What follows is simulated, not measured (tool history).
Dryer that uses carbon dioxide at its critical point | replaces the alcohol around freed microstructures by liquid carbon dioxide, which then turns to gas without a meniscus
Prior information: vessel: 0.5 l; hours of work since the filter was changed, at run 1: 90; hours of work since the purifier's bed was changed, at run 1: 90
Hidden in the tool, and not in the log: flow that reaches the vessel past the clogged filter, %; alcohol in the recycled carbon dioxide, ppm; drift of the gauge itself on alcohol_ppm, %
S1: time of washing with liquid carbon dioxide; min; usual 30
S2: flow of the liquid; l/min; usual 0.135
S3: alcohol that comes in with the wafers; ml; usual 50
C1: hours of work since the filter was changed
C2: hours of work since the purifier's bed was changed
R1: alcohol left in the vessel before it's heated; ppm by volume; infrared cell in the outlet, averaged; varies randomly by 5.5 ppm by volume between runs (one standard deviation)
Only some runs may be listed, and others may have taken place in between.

Run 1, hour 0.0: usual settings; C1 90; C2 90. Result: R1 234 ppm by volume.
Run 2, hour 25.7: usual settings; C1 104; C2 104. Result: R1 231 ppm by volume.
Run 3, hour 52.9: usual settings; C1 118; C2 118. Result: R1 264 ppm by volume.
Run 4, hour 78.9: usual settings but S1 27 min; C1 131; C2 131. Result: R1 474 ppm by volume.
Run 5, hour 118.4: usual settings; C1 152; C2 152. Result: R1 291 ppm by volume.
Run 6, hour 163.2: usual settings; C1 175; C2 175. Result: R1 311 ppm by volume.
At hour 178.3: inlet filter changed.
Run 7, hour 218.8: usual settings; C1 21; C2 203. Result: R1 221 ppm by volume.
Run 8, hour 255.3: usual settings; C1 40; C2 222. Result: R1 231 ppm by volume.
Run 9, hour 279.1: usual settings; C1 52; C2 234. Result: R1 241 ppm by volume.
Run 10, hour 316.2: usual settings but S2 0.184 l/min; C1 71; C2 253. Result: R1 89 ppm by volume.
Run 11, hour 370.5: usual settings but S2 0.184 l/min; C1 99; C2 281. Result: R1 104 ppm by volume.
Run 12, hour 400.1: usual settings but S2 0.184 l/min; C1 115; C2 297. Result: R1 113 ppm by volume.
Run 13, hour 437.0: usual settings but S2 0.184 l/min; C1 134; C2 316. Result: R1 114 ppm by volume.
Run 14, hour 460.1: usual settings but S3 29 ml; C1 146; C2 328. Result: R1 230 ppm by volume.
Run 15, hour 497.5: usual settings but S3 29 ml; C1 165; C2 347. Result: R1 259 ppm by volume.
At hour 531.9: inlet filter changed.
Run 16, hour 545.4: usual settings but S3 29 ml; C1 7; C2 371. Result: R1 190 ppm by volume.
Run 17, hour 582.6: usual settings but S3 29 ml; C1 26; C2 391. Result: R1 220 ppm by volume.
Run 18, hour 623.4: usual settings but S3 29 ml; C1 47; C2 412. Result: R1 219 ppm by volume.
Run 19, hour 654.1: usual settings but S3 29 ml; C1 63; C2 428. Result: R1 219 ppm by volume.
Run 20, hour 683.0: usual settings but S3 67 ml; C1 78; C2 443. Result: R1 383 ppm by volume.
Run 21, hour 728.1: usual settings but S3 67 ml; C1 101; C2 466. Result: R1 419 ppm by volume.
Run 22, hour 764.9: usual settings but S1 21 min; C1 121; C2 485. Result: R1 1559 ppm by volume.
Run 23, hour 820.6: usual settings but S1 44 min, S2 0.166 l/min, S3 21 ml; C1 149; C2 514. Result: R1 146 ppm by volume.
Run 24, hour 858.5: usual settings but S1 35 min, S2 0.166 l/min, S3 70 ml; C1 169; C2 533. Result: R1 177 ppm by volume.
At hour 886.3: inlet filter changed.
Run 25, hour 909.3: usual settings but S1 40 min, S2 0.146 l/min, S3 41 ml; C1 12; C2 559. Result: R1 165 ppm by volume.
At hour 962.2: purifier's bed changed.
Run 26, hour 965.0: usual settings but S1 40 min, S2 0.182 l/min, S3 76 ml; C1 39; C2 1. Result: R1 10 ppm by volume.
Run 27, hour 991.3: usual settings but S2 0.093 l/min; C1 53; C2 15. Result: R1 1428 ppm by volume.
Run 28, hour 1016.1: usual settings but S2 0.093 l/min; C1 66; C2 28. Result: R1 1440 ppm by volume.
Run 29, hour 1054.4: usual settings but S2 0.093 l/min; C1 85; C2 48. Result: R1 1546 ppm by volume.
Run 30, hour 1091.4: usual settings but S1 19 min, S2 0.208 l/min; C1 105; C2 67. Result: R1 258 ppm by volume.
Run 31, hour 1123.6: usual settings but S1 19 min, S2 0.208 l/min; C1 121; C2 84. Result: R1 276 ppm by volume.
Run 32, hour 1168.9: usual settings but S2 0.198 l/min, S3 87 ml; C1 145; C2 107. Result: R1 49 ppm by volume.
Run 33, hour 1219.9: usual settings but S1 18 min, S2 0.111 l/min, S3 86 ml; C1 171; C2 133. Result: R1 9764 ppm by volume.
At hour 1241.2: inlet filter changed.
Run 34, hour 1259.9: usual settings but S1 18 min, S2 0.111 l/min, S3 86 ml; C1 10; C2 153. Result: R1 7069 ppm by volume.
Run 35, hour 1303.5: usual settings but S1 18 min, S2 0.111 l/min, S3 86 ml; C1 32; C2 176. Result: R1 7455 ppm by volume.
Run 36, hour 1358.8: usual settings but S1 18 min, S2 0.111 l/min, S3 86 ml; C1 61; C2 205. Result: R1 7881 ppm by volume.
Run 37, hour 1414.8: usual settings but S1 18 min, S2 0.188 l/min, S3 49 ml; C1 90; C2 234. Result: R1 573 ppm by volume.
Run 38, hour 1469.9: usual settings but S2 0.221 l/min, S3 101 ml; C1 118; C2 262. Result: R1 77 ppm by volume.
Run 39, hour 1493.4: usual settings but S1 23 min, S2 0.221 l/min, S3 101 ml; C1 130; C2 274. Result: R1 162 ppm by volume.
Run 40, hour 1543.0: usual settings but S1 41 min, S3 99 ml; C1 156; C2 300. Result: R1 143 ppm by volume.
Run 41, hour 1567.7: usual settings but S1 41 min, S3 99 ml; C1 169; C2 313. Result: R1 158 ppm by volume.

Here are 3 independent what-if runs from the current tool condition. What would each one return?
At hour 1593.8: inlet filter changed.
Run A, hour 1611.0: usual settings but S1 18 min, S3 99 ml; C1 9; C2 335. Result: R1 ?.
At hour 1593.8: inlet filter changed.
Run B, hour 1611.0: usual settings but S1 43 min, S3 37 ml; C1 9; C2 335. Result: R1 ?.
At hour 1593.8: inlet filter changed.
Run C, hour 1611.0: usual settings but S1 41 min, S2 0.187 l/min, S3 99 ml; C1 9; C2 335. Result: R1 ?.

run    R1
  A  4209
  B   104
  C    94
The same runs, with their run-to-run variation unchanged, on a tool lacking any hidden condition would have given:
run    R1
  A  4033
  B    13
  C     3
